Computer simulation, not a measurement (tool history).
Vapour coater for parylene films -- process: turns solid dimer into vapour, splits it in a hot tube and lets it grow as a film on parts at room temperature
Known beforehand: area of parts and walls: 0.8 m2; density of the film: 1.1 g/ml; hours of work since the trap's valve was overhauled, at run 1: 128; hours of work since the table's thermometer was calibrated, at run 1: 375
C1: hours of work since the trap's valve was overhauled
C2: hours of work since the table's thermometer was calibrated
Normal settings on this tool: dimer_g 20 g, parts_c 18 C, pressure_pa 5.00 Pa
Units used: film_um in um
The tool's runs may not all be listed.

{"run": 1, "hour": 0.0, "dimer_g": 20, "parts_c": 18, "pressure_pa": 5.0, "C1": 128, "C2": 375, "film_um": 13.47}
{"run": 2, "hour": 29.6, "dimer_g": 20, "parts_c": 18, "pressure_pa": 5.0, "C1": 142, "C2": 390, "film_um": 13.39}
{"run": 3, "hour": 47.4, "dimer_g": 20, "parts_c": 18, "pressure_pa": 5.0, "C1": 151, "C2": 398, "film_um": 13.51}
{"run": 4, "hour": 76.8, "dimer_g": 11, "parts_c": 18, "pressure_pa": 5.0, "C1": 166, "C2": 413, "film_um": 7.38}
{"run": 5, "hour": 109.8, "dimer_g": 11, "parts_c": 18, "pressure_pa": 5.0, "C1": 182, "C2": 429, "film_um": 7.42}
{"run": 6, "hour": 134.3, "dimer_g": 20, "parts_c": 18, "pressure_pa": 5.0, "C1": 194, "C2": 441, "film_um": 13.37}
{"run": 7, "hour": 176.0, "dimer_g": 20, "parts_c": 18, "pressure_pa": 5.0, "C1": 215, "C2": 462, "film_um": 13.4}
{"run": 8, "hour": 196.9, "dimer_g": 20, "parts_c": 18, "pressure_pa": 2.96, "C1": 225, "C2": 472, "film_um": 14.0}
{"run": 9, "hour": 235.7, "dimer_g": 20, "parts_c": 18, "pressure_pa": 2.96, "C1": 244, "C2": 491, "film_um": 14.0}
{"run": 10, "hour": 268.7, "dimer_g": 20, "parts_c": 18, "pressure_pa": 2.96, "C1": 260, "C2": 508, "film_um": 13.95}
{"run": 11, "hour": 301.2, "dimer_g": 20, "parts_c": 18, "pressure_pa": 2.96, "C1": 276, "C2": 524, "film_um": 13.93}
{"run": 12, "hour": 338.9, "dimer_g": 20, "parts_c": 18, "pressure_pa": 5.0, "C1": 295, "C2": 542, "film_um": 13.32}
{"run": 13, "hour": 359.5, "dimer_g": 20, "parts_c": 17, "pressure_pa": 5.0, "C1": 305, "C2": 552, "film_um": 13.74}
{"run": 14, "hour": 380.4, "dimer_g": 20, "parts_c": 17, "pressure_pa": 5.0, "C1": 315, "C2": 563, "film_um": 13.71}
{"run": 15, "hour": 406.1, "dimer_g": 20, "parts_c": 17, "pressure_pa": 5.0, "C1": 328, "C2": 575, "film_um": 13.79}
{"hour": 413.9, "done": "trap's valve overhauled"}
{"run": 16, "hour": 434.6, "dimer_g": 20, "parts_c": 18, "pressure_pa": 9.85, "C1": 10, "C2": 587, "film_um": 12.59}
{"run": 17, "hour": 455.4, "dimer_g": 20, "parts_c": 18, "pressure_pa": 9.85, "C1": 20, "C2": 598, "film_um": 12.55}
{"run": 18, "hour": 490.1, "dimer_g": 20, "parts_c": 18, "pressure_pa": 10.97, "C1": 38, "C2": 615, "film_um": 12.36}
{"run": 19, "hour": 523.5, "dimer_g": 15, "parts_c": 12, "pressure_pa": 10.97, "C1": 54, "C2": 631, "film_um": 11.43}
{"run": 20, "hour": 556.2, "dimer_g": 13, "parts_c": 11, "pressure_pa": 5.32, "C1": 70, "C2": 647, "film_um": 10.89}
{"run": 21, "hour": 599.1, "dimer_g": 13, "parts_c": 11, "pressure_pa": 5.32, "C1": 91, "C2": 669, "film_um": 10.9}
{"run": 22, "hour": 624.0, "dimer_g": 13, "parts_c": 11, "pressure_pa": 5.32, "C1": 104, "C2": 681, "film_um": 10.91}
{"run": 23, "hour": 649.0, "dimer_g": 11, "parts_c": 18, "pressure_pa": 5.0, "C1": 116, "C2": 693, "film_um": 7.25}
{"run": 24, "hour": 671.1, "dimer_g": 29, "parts_c": 27, "pressure_pa": 5.0, "C1": 127, "C2": 704, "film_um": 14.07}
{"run": 25, "hour": 707.5, "dimer_g": 23, "parts_c": 16, "pressure_pa": 3.36, "C1": 145, "C2": 722, "film_um": 16.76}
{"run": 26, "hour": 749.9, "dimer_g": 20, "parts_c": 18, "pressure_pa": 5.0, "C1": 166, "C2": 743, "film_um": 13.19}
{"run": 27, "hour": 772.0, "dimer_g": 10, "parts_c": 15, "pressure_pa": 10.42, "C1": 177, "C2": 754, "film_um": 6.88}
{"run": 28, "hour": 816.0, "dimer_g": 10, "parts_c": 15, "pressure_pa": 10.42, "C1": 198, "C2": 776, "film_um": 6.82}
{"run": 29, "hour": 856.0, "dimer_g": 21, "parts_c": 19, "pressure_pa": 11.23, "C1": 218, "C2": 795, "film_um": 12.41}
{"hour": 878.8, "done": "gauge calibrated"}
{"run": 30, "hour": 893.0, "dimer_g": 32, "parts_c": 18, "pressure_pa": 5.0, "C1": 236, "C2": 814, "film_um": 21.58}
{"run": 31, "hour": 934.0, "dimer_g": 15, "parts_c": 17, "pressure_pa": 2.76, "C1": 257, "C2": 834, "film_um": 10.97}
{"run": 32, "hour": 967.0, "dimer_g": 23, "parts_c": 10, "pressure_pa": 2.25, "C1": 273, "C2": 850, "film_um": 21.69}
{"run": 33, "hour": 997.3, "dimer_g": 12, "parts_c": 25, "pressure_pa": 2.8, "C1": 288, "C2": 865, "film_um": 6.65}
{"run": 34, "hour": 1030.4, "dimer_g": 28, "parts_c": 25, "pressure_pa": 2.8, "C1": 304, "C2": 881, "film_um": 15.43}
{"run": 35, "hour": 1066.0, "dimer_g": 28, "parts_c": 25, "pressure_pa": 2.8, "C1": 322, "C2": 899, "film_um": 15.5}

Each row is a separate what-if for the run after 35, all from the same tool condition, not one after another. Results?
{"hour": 1088.5, "done": "trap's valve overhauled"}
{"run": "A", "hour": 1106.0, "dimer_g": 14, "parts_c": 21, "pressure_pa": 2.8, "C1": 9, "C2": 917, "film_um": "?"}
{"hour": 1088.5, "done": "trap's valve overhauled"}
{"run": "B", "hour": 1106.0, "dimer_g": 15, "parts_c": 18, "pressure_pa": 3.32, "C1": 9, "C2": 917, "film_um": "?"}
{"hour": 1088.5, "done": "trap's valve overhauled"}
{"run": "C", "hour": 1106.0, "dimer_g": 9, "parts_c": 25, "pressure_pa": 7.09, "C1": 9, "C2": 917, "film_um": "?"}
{"hour": 1088.5, "done": "trap's valve overhauled"}
{"run": "D", "hour": 1106.0, "dimer_g": 10, "parts_c": 18, "pressure_pa": 4.69, "C1": 9, "C2": 917, "film_um": "?"}

run=A film_um=8.88
run=B film_um=10.43
run=C film_um=4.61
run=D film_um=6.75
The same runs, with their run-to-run variation unchanged, on a tool lacking any hidden condition would have given:
run=A film_um=8.93
run=B film_um=10.49
run=C film_um=4.64
run=D film_um=6.80
